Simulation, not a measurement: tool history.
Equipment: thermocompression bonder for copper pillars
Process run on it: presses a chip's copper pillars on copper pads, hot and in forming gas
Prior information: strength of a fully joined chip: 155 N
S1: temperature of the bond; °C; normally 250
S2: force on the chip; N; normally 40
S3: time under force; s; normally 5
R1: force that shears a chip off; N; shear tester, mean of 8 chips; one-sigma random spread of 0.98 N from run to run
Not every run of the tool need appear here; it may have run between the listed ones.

Run 1, day 0: usual settings. Result: R1 81.3 N.
Run 2, day 1.446: usual settings. Result: R1 80.4 N.
Run 3, day 2.521: usual settings. Result: R1 79.3 N.
Run 4, day 4: usual settings but S1 241 °C. Result: R1 72.6 N.
Run 5, day 5.771: usual settings but S1 241 °C. Result: R1 75.1 N.
Run 6, day 8.033: usual settings but S1 241 °C. Result: R1 72.7 N.
Run 7, day 10.154: usual settings but S1 241 °C. Result: R1 74.8 N.
Run 8, day 12.454: usual settings but S1 241 °C. Result: R1 72.4 N.
Run 9, day 14.1: usual settings but S1 241 °C. Result: R1 71.1 N.
Run 10, day 15.4: usual settings but S1 241 °C, S3 13 s. Result: R1 95.7 N.
Run 11, day 17.621: usual settings. Result: R1 78.1 N.
At day 17.771: forming gas filter changed.
Run 12, day 19.708: usual settings. Result: R1 88.7 N.
Run 13, day 22.088: usual settings but S1 242 °C. Result: R1 81.7 N.
Run 14, day 23.075: usual settings but S1 242 °C. Result: R1 81.8 N.
Run 15, day 24.192: usual settings. Result: R1 87.4 N.
Run 16, day 25.658: usual settings but S3 8 s. Result: R1 100.6 N.
Run 17, day 26.692: usual settings but S3 8 s. Result: R1 97.6 N.
Run 18, day 28.621: usual settings. Result: R1 86.7 N.
Run 19, day 30.775: usual settings. Result: R1 87.1 N.
Run 20, day 32.571: usual settings but S1 220 °C. Result: R1 62 N.
Run 21, day 34.033: usual settings but S1 224 °C, S2 59 N, S3 11 s. Result: R1 102.5 N.
At day 35.55: heater calibrated with a thermocouple chip.
Run 22, day 36.038: usual settings but S1 224 °C, S2 27 N, S3 3 s. Result: R1 36.3 N.
Run 23, day 38.171: usual settings but S2 32 N. Result: R1 67.1 N.
Run 24, day 40.558: usual settings but S2 32 N. Result: R1 66.5 N.
Run 25, day 42: usual settings but S2 32 N. Result: R1 66.3 N.
Run 26, day 43.854: usual settings but S2 29 N, S3 10 s. Result: R1 78.4 N.
Run 27, day 45.512: usual settings but S3 4 s. Result: R1 71.3 N.
Run 28, day 47.488: usual settings but S1 266 °C, S2 33 N, S3 3 s. Result: R1 63.1 N.
At day 48.871: forming gas filter changed.
Run 29, day 49.625: usual settings but S1 231 °C, S3 6 s. Result: R1 72.8 N.
Run 30, day 51.717: usual settings but S1 264 °C, S2 35 N, S3 11 s. Result: R1 111.1 N.
Run 31, day 53.004: usual settings but S1 264 °C, S2 35 N, S3 11 s. Result: R1 111.8 N.
Run 32, day 55.171: usual settings but S1 264 °C, S2 35 N, S3 7 s. Result: R1 97.4 N.
Run 33, day 57.279: usual settings but S1 264 °C, S2 35 N, S3 7 s. Result: R1 97 N.
Run 34, day 58.675: usual settings but S1 264 °C, S2 35 N, S3 7 s. Result: R1 96 N.
Run 35, day 60.142: usual settings but S1 264 °C, S2 58 N, S3 7 s. Result: R1 118.6 N.
Run 36, day 62.396: usual settings but S1 221 °C, S2 37 N, S3 11 s. Result: R1 74.9 N.
Run 37, day 63.558: usual settings but S1 222 °C. Result: R1 60.2 N.
At day 64.15: force cell calibrated.
Run 38, day 64.629: usual settings but S2 54 N. Result: R1 95.7 N.
Run 39, day 65.675: usual settings but S1 264 °C, S2 36 N, S3 3 s. Result: R1 74 N.
Run 40, day 67.379: usual settings but S1 226 °C. Result: R1 63 N.

4 ways to go on from here, each from the tool as it stands after run 40. What would each give?
Run A, day 69.538: usual settings but S2 31 N. Result: R1 ?.
Run B, day 69.538: usual settings but S1 272 °C. Result: R1 ?.
Run C, day 69.538: usual settings but S1 261 °C, S3 3 s. Result: R1 ?.
Run D, day 69.538: usual settings but S3 3 s. Result: R1 ?.

run    R1
  A  70.5
  B  97.9
  C  77.9
  D  68.4
Stripped of hidden state, with their random variation kept, the same runs would have yielded:
run     R1
  A   71.7
  B  101.5
  C   79.6
  D   69.5

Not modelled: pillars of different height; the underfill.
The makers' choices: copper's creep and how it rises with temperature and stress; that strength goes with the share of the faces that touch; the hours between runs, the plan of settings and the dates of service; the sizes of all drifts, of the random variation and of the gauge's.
